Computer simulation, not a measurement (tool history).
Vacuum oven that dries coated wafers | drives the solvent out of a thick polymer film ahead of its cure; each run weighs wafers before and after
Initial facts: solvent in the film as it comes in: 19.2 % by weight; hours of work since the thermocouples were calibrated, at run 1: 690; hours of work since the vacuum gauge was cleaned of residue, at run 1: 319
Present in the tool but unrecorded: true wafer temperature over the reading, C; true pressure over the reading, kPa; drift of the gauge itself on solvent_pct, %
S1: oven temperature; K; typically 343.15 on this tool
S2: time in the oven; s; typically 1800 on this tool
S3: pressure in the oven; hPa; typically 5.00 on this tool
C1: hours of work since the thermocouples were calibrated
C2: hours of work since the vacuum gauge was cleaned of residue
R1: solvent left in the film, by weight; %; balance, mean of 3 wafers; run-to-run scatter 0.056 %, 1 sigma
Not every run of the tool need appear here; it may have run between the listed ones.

run,hour,S1,S2,S3,C1,C2,R1
1,0.0,343.15,1800,5.00,690,319,2.89
2,16.6,333.15,1800,5.00,700,329,5.57
3,30.6,333.15,1800,5.00,708,337,5.78
4,43.2,333.15,1800,5.00,715,344,5.74
5,52.0,333.15,1800,5.00,720,349,5.77
6,60.0,333.15,1800,5.00,725,354,5.70
7,76.8,333.15,1800,5.00,734,363,5.71
8,93.1,333.15,1800,5.00,744,373,5.64
9,106.5,333.15,1800,5.00,751,380,5.57
10,123.8,333.15,1800,5.00,761,390,5.66
11,141.1,333.15,1800,5.00,771,400,5.66
12,156.3,333.15,1800,5.00,780,409,5.79
13,165.4,333.15,1800,5.00,785,414,5.74
14,179.2,337.15,1800,5.00,793,422,4.53
15,192.2,337.15,1800,5.00,801,430,4.55
16,205.5,349.15,1800,8.28,808,437,1.88
17,221.1,354.15,1140,9.07,817,446,2.65
18,236.3,343.15,1380,5.21,826,455,4.33
19,245.7,343.15,1380,5.21,831,460,4.21
20,261.8,332.15,2040,14.57,841,470,6.04
21,277.3,350.15,3000,10.07,850,479,0.72
22,289.3,350.15,3000,10.07,857,486,0.85
23,298.7,350.15,3000,10.07,862,491,0.80
24,315.7,350.15,3000,10.07,872,501,0.75
25,332.9,350.15,3000,10.07,882,511,0.70
26,341.5,356.15,2640,6.93,887,516,0.42
27,354.7,343.15,2580,5.00,894,523,1.71
28,368.1,343.15,1800,10.27,902,531,3.33
29,376.1,357.15,2760,4.44,906,535,0.25
30,390.2,337.15,1020,3.20,915,544,7.64

Branching from run 30: 3 alternative next runs. What would each branch give?
A,404.7,332.15,2880,3.20,923,552,?
B,404.7,351.15,3000,10.22,923,552,?
C,404.7,347.15,2520,7.40,923,552,?

run,R1
A,3.62
B,0.69
C,1.25
Had the tool no hidden state, the same runs would have come out as:
run,R1
A,2.90
B,0.52
C,0.92
